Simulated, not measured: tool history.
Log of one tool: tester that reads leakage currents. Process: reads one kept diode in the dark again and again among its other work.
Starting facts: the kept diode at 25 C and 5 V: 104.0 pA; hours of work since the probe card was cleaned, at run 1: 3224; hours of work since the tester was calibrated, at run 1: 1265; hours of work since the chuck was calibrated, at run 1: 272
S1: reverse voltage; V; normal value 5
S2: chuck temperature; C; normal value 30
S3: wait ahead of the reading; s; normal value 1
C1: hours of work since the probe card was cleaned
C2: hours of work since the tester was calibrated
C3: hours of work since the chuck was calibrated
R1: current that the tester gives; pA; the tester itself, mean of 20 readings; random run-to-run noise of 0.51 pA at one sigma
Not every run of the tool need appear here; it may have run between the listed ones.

run,hour,S1,S2,S3,C1,C2,C3,R1
1,0,5,30,1,3224,1265,272,176.68
2,77.5,5,30,1,3261,1302,309,177.15
3,150.3,5,30,1,3296,1337,344,177.81
4,253.1,5,30,1,3345,1387,394,179.49
5,325.2,5,30,1,3380,1421,428,180.51
6,435.3,5,30,1,3432,1474,481,182.81
7,524.1,5,30,1,3475,1517,524,183.8
8,642.7,5,30,1,3532,1574,581,184.88
# hour 716.6: probe card cleaned and baked
9,762.4,4.31,30,1,22,1630,637,174.18
10,895.9,1.02,22,1.34,86,1694,701,47.83
11,992.4,5.31,21,2.17,132,1740,747,81.3

Expected results for the next run?
12,1088.2,2.51,59,1.23,178,1786,793,?

{"run 12": {"R1": 1697.8}}
Had the tool carried no hidden state, the very same run would have given R1 1538.21 pA.
